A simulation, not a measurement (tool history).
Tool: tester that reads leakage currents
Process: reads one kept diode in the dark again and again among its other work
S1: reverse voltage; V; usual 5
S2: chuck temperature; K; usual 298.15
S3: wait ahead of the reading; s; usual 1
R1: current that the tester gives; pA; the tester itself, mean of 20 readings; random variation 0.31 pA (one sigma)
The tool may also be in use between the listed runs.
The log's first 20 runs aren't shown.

Run 21, hour 1059.4: usual settings but S1 9.05 V, S2 299.15 K, S3 0.94 s. Result: R1 165.96 pA.
Run 22, hour 1125.1: usual settings but S1 9.05 V, S2 299.15 K, S3 0.94 s. Result: R1 167.32 pA.
At hour 1131.9: chuck's temperature calibrated.
Run 23, hour 1178.2: usual settings but S1 9.05 V, S2 299.15 K, S3 0.94 s. Result: R1 172.51 pA.
Run 24, hour 1209.2: usual settings but S1 9.05 V, S2 299.15 K, S3 0.94 s. Result: R1 173.65 pA.
Run 25, hour 1237.2: usual settings but S1 9.05 V, S2 299.15 K, S3 0.94 s. Result: R1 173.69 pA.
Run 26, hour 1278.8: usual settings but S1 2.31 V. Result: R1 91.89 pA.
Run 27, hour 1346.2: usual settings but S1 8.88 V, S2 329.15 K, S3 0.3 s. Result: R1 2065.56 pA.
Run 28, hour 1404.8: usual settings but S1 1.22 V, S2 329.15 K, S3 0.3 s. Result: R1 995.17 pA.
Run 29, hour 1460.6: usual settings but S1 1.22 V, S2 329.15 K, S3 0.3 s. Result: R1 1002.79 pA.
Run 30, hour 1521.7: usual settings but S1 1.22 V, S2 313.15 K, S3 3.53 s. Result: R1 274.71 pA.
At hour 1531.5: chuck's temperature calibrated, once more.
Run 31, hour 1562.8: usual settings but S3 2.19 s. Result: R1 111.51 pA.
Run 32, hour 1626.4: usual settings but S3 2.19 s. Result: R1 111.96 pA.
Run 33, hour 1685.7: usual settings but S1 18.86 V, S3 1.17 s. Result: R1 202.17 pA.
At hour 1701.2: probe card cleaned and baked.
Run 34, hour 1725.1: usual settings but S1 18.86 V, S3 1.17 s. Result: R1 171.63 pA.
Run 35, hour 1776.1: usual settings but S1 18.86 V, S3 1.17 s. Result: R1 171.79 pA.
Run 36, hour 1811.4: usual settings but S2 303.15 K, S3 3.76 s. Result: R1 167.78 pA.
Run 37, hour 1871.7: usual settings but S1 1.46 V, S2 302.15 K, S3 3.76 s. Result: R1 98.26 pA.
Run 38, hour 1908.9: usual settings but S3 3.59 s. Result: R1 106.57 pA.
Run 39, hour 1945.5: usual settings but S1 1.8 V, S2 300.15 K, S3 0.87 s. Result: R1 88.65 pA.

3 ways to go on from here, each from the tool as it stands after run 39. What would each give?
Run A, hour 1990.9: usual settings but S1 3.14 V. Result: R1 ?.
Run B, hour 1990.9: usual settings but S1 1.18 V, S2 300.15 K, S3 0.76 s. Result: R1 ?.
Run C, hour 1990.9: usual settings but S1 3.14 V, S2 296.15 K, S3 9.51 s. Result: R1 ?.

run     R1
  A  90.68
  B  76.25
  C  74.17
Without the tool's hidden state the same runs would have given:
run     R1
  A  85.61
  B  72.15
  C  69.93
